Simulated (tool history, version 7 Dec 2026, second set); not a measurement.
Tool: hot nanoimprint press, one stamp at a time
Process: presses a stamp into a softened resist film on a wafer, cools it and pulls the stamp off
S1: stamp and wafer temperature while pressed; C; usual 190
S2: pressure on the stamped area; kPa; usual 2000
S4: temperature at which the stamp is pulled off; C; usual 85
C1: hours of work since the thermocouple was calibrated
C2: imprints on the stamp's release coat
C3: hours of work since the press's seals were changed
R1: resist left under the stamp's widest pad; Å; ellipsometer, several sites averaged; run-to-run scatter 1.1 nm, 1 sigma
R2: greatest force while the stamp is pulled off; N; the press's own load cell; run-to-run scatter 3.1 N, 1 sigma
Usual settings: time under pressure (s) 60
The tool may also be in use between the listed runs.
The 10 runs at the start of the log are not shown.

{"run": 11, "hour": 73.3, "S1": 190, "S2": 2000, "time under pressure (s)": 49, "S4": 85, "C1": 125, "C2": 509, "C3": 305, "R1": 2085, "R2": 147}
{"run": 12, "hour": 80.7, "S1": 190, "S2": 2000, "time under pressure (s)": 49, "S4": 85, "C1": 131, "C2": 545, "C3": 310, "R1": 2068, "R2": 143}
{"run": 13, "hour": 86.2, "S1": 190, "S2": 2000, "time under pressure (s)": 60, "S4": 73, "C1": 135, "C2": 573, "C3": 314, "R1": 1931, "R2": 162}
{"run": 14, "hour": 93.2, "S1": 190, "S2": 2000, "time under pressure (s)": 60, "S4": 85, "C1": 140, "C2": 607, "C3": 319, "R1": 1942, "R2": 142}
{"run": 15, "hour": 98.3, "S1": 190, "S2": 2470, "time under pressure (s)": 60, "S4": 85, "C1": 143, "C2": 633, "C3": 322, "R1": 1696, "R2": 148}
{"run": 16, "hour": 108.6, "S1": 190, "S2": 1900, "time under pressure (s)": 60, "S4": 85, "C1": 151, "C2": 684, "C3": 330, "R1": 2004, "R2": 147}
{"run": 17, "hour": 115.7, "S1": 190, "S2": 1900, "time under pressure (s)": 60, "S4": 85, "C1": 156, "C2": 719, "C3": 335, "R1": 1997, "R2": 150}
{"run": 18, "hour": 120.4, "S1": 190, "S2": 2000, "time under pressure (s)": 75, "S4": 89, "C1": 159, "C2": 743, "C3": 338, "R1": 1800, "R2": 145}
{"run": 19, "hour": 129.4, "S1": 190, "S2": 2000, "time under pressure (s)": 75, "S4": 89, "C1": 165, "C2": 787, "C3": 344, "R1": 1795, "R2": 144}
{"run": 20, "hour": 134.1, "S1": 190, "S2": 2000, "time under pressure (s)": 75, "S4": 89, "C1": 169, "C2": 811, "C3": 348, "R1": 1792, "R2": 146}
{"run": 21, "hour": 140.7, "S1": 190, "S2": 2000, "time under pressure (s)": 75, "S4": 89, "C1": 173, "C2": 844, "C3": 352, "R1": 1794, "R2": 147}
{"run": 22, "hour": 145.2, "S1": 201, "S2": 2350, "time under pressure (s)": 40, "S4": 83, "C1": 177, "C2": 866, "C3": 356, "R1": 1544, "R2": 147}
{"run": 23, "hour": 153.7, "S1": 190, "S2": 2900, "time under pressure (s)": 101, "S4": 85, "C1": 183, "C2": 908, "C3": 362, "R1": 1281, "R2": 146}
{"run": 24, "hour": 160.0, "S1": 188, "S2": 2790, "time under pressure (s)": 84, "S4": 81, "C1": 187, "C2": 939, "C3": 366, "R1": 1498, "R2": 149}
{"run": 25, "hour": 170.4, "S1": 201, "S2": 2000, "time under pressure (s)": 60, "S4": 85, "C1": 194, "C2": 991, "C3": 373, "R1": 1448, "R2": 148}
{"run": 26, "hour": 180.2, "S1": 201, "S2": 2000, "time under pressure (s)": 60, "S4": 85, "C1": 201, "C2": 1040, "C3": 380, "R1": 1472, "R2": 147}
{"run": 27, "hour": 184.5, "S1": 181, "S2": 2000, "time under pressure (s)": 31, "S4": 78, "C1": 204, "C2": 1061, "C3": 383, "R1": 3017, "R2": 150}
{"run": 28, "hour": 194.9, "S1": 202, "S2": 1880, "time under pressure (s)": 31, "S4": 78, "C1": 212, "C2": 1112, "C3": 391, "R1": 1885, "R2": 155}
{"run": 29, "hour": 202.1, "S1": 190, "S2": 2000, "time under pressure (s)": 59, "S4": 82, "C1": 217, "C2": 1148, "C3": 396, "R1": 1949, "R2": 152}
{"run": 30, "hour": 207.7, "S1": 196, "S2": 2000, "time under pressure (s)": 50, "S4": 82, "C1": 221, "C2": 1176, "C3": 400, "R1": 1760, "R2": 148}
{"run": 31, "hour": 216.0, "S1": 196, "S2": 2000, "time under pressure (s)": 50, "S4": 82, "C1": 227, "C2": 1217, "C3": 406, "R1": 1754, "R2": 150}

Branching from run 31: 3 alternative next runs. What would each branch give?
{"run": "A", "hour": 224.9, "S1": 190, "S2": 1580, "time under pressure (s)": 40, "S4": 76, "C1": 233, "C2": 1262, "C3": 412, "R1": "?", "R2": "?"}
{"run": "B", "hour": 224.9, "S1": 193, "S2": 2000, "time under pressure (s)": 75, "S4": 85, "C1": 233, "C2": 1262, "C3": 412, "R1": "?", "R2": "?"}
{"run": "C", "hour": 224.9, "S1": 190, "S2": 1310, "time under pressure (s)": 73, "S4": 81, "C1": 233, "C2": 1262, "C3": 412, "R1": "?", "R2": "?"}

run=A R1=2532 R2=151
run=B R1=1663 R2=150
run=C R1=2328 R2=150
Without the tool's hidden state the same runs would have given:
run=A R1=2530 R2=149
run=B R1=1661 R2=148
run=C R1=2325 R2=148

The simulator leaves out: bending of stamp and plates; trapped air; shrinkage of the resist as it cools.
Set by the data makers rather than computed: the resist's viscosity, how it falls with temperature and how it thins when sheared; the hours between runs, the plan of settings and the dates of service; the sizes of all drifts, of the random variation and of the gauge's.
